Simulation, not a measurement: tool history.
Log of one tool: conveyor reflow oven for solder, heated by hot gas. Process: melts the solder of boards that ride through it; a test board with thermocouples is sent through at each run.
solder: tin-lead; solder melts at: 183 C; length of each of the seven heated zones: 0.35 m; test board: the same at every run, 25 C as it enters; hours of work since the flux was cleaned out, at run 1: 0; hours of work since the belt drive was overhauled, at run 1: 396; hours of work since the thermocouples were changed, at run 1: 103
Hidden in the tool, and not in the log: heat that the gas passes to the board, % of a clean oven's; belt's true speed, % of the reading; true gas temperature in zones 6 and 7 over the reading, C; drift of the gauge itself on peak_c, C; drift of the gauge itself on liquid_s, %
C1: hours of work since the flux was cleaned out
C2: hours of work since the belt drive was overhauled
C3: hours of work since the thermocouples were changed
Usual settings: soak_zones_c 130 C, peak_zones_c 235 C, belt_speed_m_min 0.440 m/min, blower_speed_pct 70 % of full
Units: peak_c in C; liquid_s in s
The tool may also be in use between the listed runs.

Run 1, hour 0.0: usual settings; C1 0; C2 396; C3 103. Result: peak_c 221.5 C, liquid_s 73.8 s.
Run 2, hour 82.6: usual settings; C1 36; C2 432; C3 139. Result: peak_c 221.5 C, liquid_s 73.8 s.
Run 3, hour 167.4: usual settings; C1 73; C2 469; C3 176. Result: peak_c 221.4 C, liquid_s 73.7 s.
Run 4, hour 209.8: usual settings but belt_speed_m_min 0.448 m/min; C1 91; C2 488; C3 194. Result: peak_c 220.8 C, liquid_s 71.8 s.
Run 5, hour 248.2: usual settings; C1 108; C2 504; C3 211. Result: peak_c 221.6 C, liquid_s 73.8 s.
Run 6, hour 297.0: usual settings but blower_speed_pct 65 % of full; C1 129; C2 526; C3 232. Result: peak_c 219.6 C, liquid_s 72.2 s.
Run 7, hour 386.7: usual settings but blower_speed_pct 65 % of full; C1 168; C2 565; C3 271. Result: peak_c 219.8 C, liquid_s 72.1 s.
Run 8, hour 432.0: usual settings but blower_speed_pct 65 % of full; C1 188; C2 584; C3 291. Result: peak_c 219.5 C, liquid_s 71.8 s.
Run 9, hour 495.2: usual settings but blower_speed_pct 65 % of full; C1 216; C2 612; C3 319. Result: peak_c 219.8 C, liquid_s 71.9 s.
Run 10, hour 545.9: usual settings but soak_zones_c 145 C; C1 238; C2 634; C3 341. Result: peak_c 223.2 C, liquid_s 81.3 s.
Run 11, hour 631.2: usual settings but soak_zones_c 145 C; C1 275; C2 671; C3 378. Result: peak_c 222.8 C, liquid_s 81.6 s.
Run 12, hour 703.3: usual settings but soak_zones_c 145 C; C1 306; C2 702; C3 409. Result: peak_c 222.7 C, liquid_s 81.3 s.
Run 13, hour 784.5: usual settings but soak_zones_c 145 C; C1 342; C2 738; C3 445. Result: peak_c 222.7 C, liquid_s 81.7 s.
Run 14, hour 844.8: usual settings but soak_zones_c 145 C; C1 368; C2 764; C3 471. Result: peak_c 222.9 C, liquid_s 82.0 s.
Run 15, hour 886.2: usual settings but peak_zones_c 240 C; C1 386; C2 782; C3 489. Result: peak_c 225.0 C, liquid_s 76.8 s.
Run 16, hour 936.1: usual settings but peak_zones_c 243 C, blower_speed_pct 57 % of full; C1 408; C2 804; C3 511. Result: peak_c 223.9 C, liquid_s 75.2 s.
Run 17, hour 983.4: usual settings but peak_zones_c 243 C, blower_speed_pct 57 % of full; C1 428; C2 824; C3 531. Result: peak_c 223.3 C, liquid_s 74.9 s.
Run 18, hour 1038.7: usual settings but soak_zones_c 137 C, belt_speed_m_min 0.506 m/min, blower_speed_pct 78 % of full; C1 452; C2 849; C3 555. Result: peak_c 218.6 C, liquid_s 63.7 s.
At hour 1106.3: flux residue cleaned out of gas plates and filters.
Run 19, hour 1106.3: usual settings but soak_zones_c 137 C, belt_speed_m_min 0.506 m/min, blower_speed_pct 78 % of full; C1 0; C2 876; C3 583. Result: peak_c 221.3 C, liquid_s 67.1 s.
Run 20, hour 1148.2: usual settings but soak_zones_c 137 C, peak_zones_c 238 C, belt_speed_m_min 0.506 m/min, blower_speed_pct 89 % of full; C1 18; C2 894; C3 601. Result: peak_c 226.6 C, liquid_s 70.4 s.
Run 21, hour 1225.1: usual settings but soak_zones_c 120 C, blower_speed_pct 72 % of full; C1 52; C2 928; C3 634. Result: peak_c 221.4 C, liquid_s 71.4 s.
Run 22, hour 1298.3: usual settings but soak_zones_c 120 C, belt_speed_m_min 0.379 m/min, blower_speed_pct 78 % of full; C1 84; C2 959; C3 666. Result: peak_c 227.1 C, liquid_s 89.8 s.
Run 23, hour 1373.5: usual settings but soak_zones_c 120 C, belt_speed_m_min 0.379 m/min, blower_speed_pct 78 % of full; C1 116; C2 992; C3 699. Result: peak_c 226.8 C, liquid_s 89.4 s.
Run 24, hour 1450.8: usual settings but soak_zones_c 132 C, belt_speed_m_min 0.369 m/min, blower_speed_pct 78 % of full; C1 150; C2 1026; C3 733. Result: peak_c 228.3 C, liquid_s 98.7 s.
Run 25, hour 1506.6: usual settings but blower_speed_pct 75 % of full; C1 174; C2 1050; C3 757. Result: peak_c 223.2 C, liquid_s 76.2 s.
At hour 1526.3: belt drive overhauled, speed set with a stopwatch.
Run 26, hour 1595.3: usual settings but blower_speed_pct 75 % of full; C1 211; C2 30; C3 794. Result: peak_c 222.6 C, liquid_s 74.0 s.
Run 27, hour 1647.5: usual settings but soak_zones_c 139 C, peak_zones_c 239 C, belt_speed_m_min 0.431 m/min, blower_speed_pct 84 % of full; C1 234; C2 53; C3 817. Result: peak_c 229.9 C, liquid_s 85.3 s.

3 ways to go on from here, each from the tool as it stands after run 27. What would each give?
Run A, hour 1721.0: usual settings but soak_zones_c 118 C, peak_zones_c 239 C, belt_speed_m_min 0.488 m/min, blower_speed_pct 84 % of full; C1 266; C2 85; C3 849. Result: peak_c ?, liquid_s ?.
Run B, hour 1721.0: usual settings but soak_zones_c 136 C, peak_zones_c 237 C; C1 266; C2 85; C3 849. Result: peak_c ?, liquid_s ?.
Run C, hour 1721.0: usual settings but soak_zones_c 139 C, peak_zones_c 228 C, belt_speed_m_min 0.431 m/min, blower_speed_pct 80 % of full; C1 266; C2 85; C3 849. Result: peak_c ?, liquid_s ?.

run  peak_c  liquid_s
  A   222.8      62.8
  B   223.8      77.7
  C   219.0      76.5
Without the tool's hidden state the same runs would have given:
run  peak_c  liquid_s
  A   223.5      63.6
  B   223.8      77.8
  C   218.9      76.8

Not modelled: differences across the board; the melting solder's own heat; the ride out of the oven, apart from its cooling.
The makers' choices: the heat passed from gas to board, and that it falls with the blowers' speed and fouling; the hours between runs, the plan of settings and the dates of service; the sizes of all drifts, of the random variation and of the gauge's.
